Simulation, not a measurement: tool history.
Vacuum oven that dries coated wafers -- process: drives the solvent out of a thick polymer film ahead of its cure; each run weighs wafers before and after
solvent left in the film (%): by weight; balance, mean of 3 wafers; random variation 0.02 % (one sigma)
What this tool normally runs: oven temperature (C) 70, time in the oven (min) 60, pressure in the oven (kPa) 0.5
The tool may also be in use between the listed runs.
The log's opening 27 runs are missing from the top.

run	hour	oven temperature (C)	time in the oven (min)	pressure in the oven (kPa)	hours of work since the thermocouples were calibrated	hours of work since the vacuum gauge was cleaned of residue	solvent left in the film (%)
28	1418.4	68	42	0.802	82	1122	1.74
29	1451	68	42	0.802	103	1143	1.73
30	1484.4	71	72	0.5	125	1165	0.34
31	1551.6	70	102	0.5	169	1209	0.24
32	1589.3	70	102	0.5	193	1233	0.23
33	1627.1	70	60	1.923	218	1258	0.88
34	1661.5	81	45	0.976	240	1280	0.22
35	1728	81	45	0.976	283	1323	0.23
36	1774.7	81	45	0.976	314	1354	0.23
37	1822	70	100	1.343	345	1385	0.44
38	1895.8	70	100	1.343	393	1433	0.4
39	1928.2	56	60	0.5	414	1454	3.59
40	1985.8	81	32	0.558	451	1491	0.32
41	2032.6	70	38	0.5	481	1522	1.4
42	2064.7	84	38	0.8	502	1542	0.2
43	2110.9	83	35	1.3	532	1573	0.28
44	2150.8	83	35	1.3	558	1598	0.31
45	2202.9	65	43	1.3	592	1632	2.31
46	2276	70	60	0.5	640	1680	0.54

Alternative continuations, all from the tool just after run 46; predict every row:
A	2318.7	70	69	0.824	668	1708	?
B	2318.7	59	60	0.946	668	1708	?
C	2318.7	70	52	0.5	668	1708	?
D	2318.7	59	60	0.992	668	1708	?

run	solvent left in the film (%)
A	0.47
B	2.71
C	0.75
D	2.78
Had the tool no hidden state, the same runs would have come out as:
run	solvent left in the film (%)
A	0.44
B	2.86
C	0.78
D	2.93
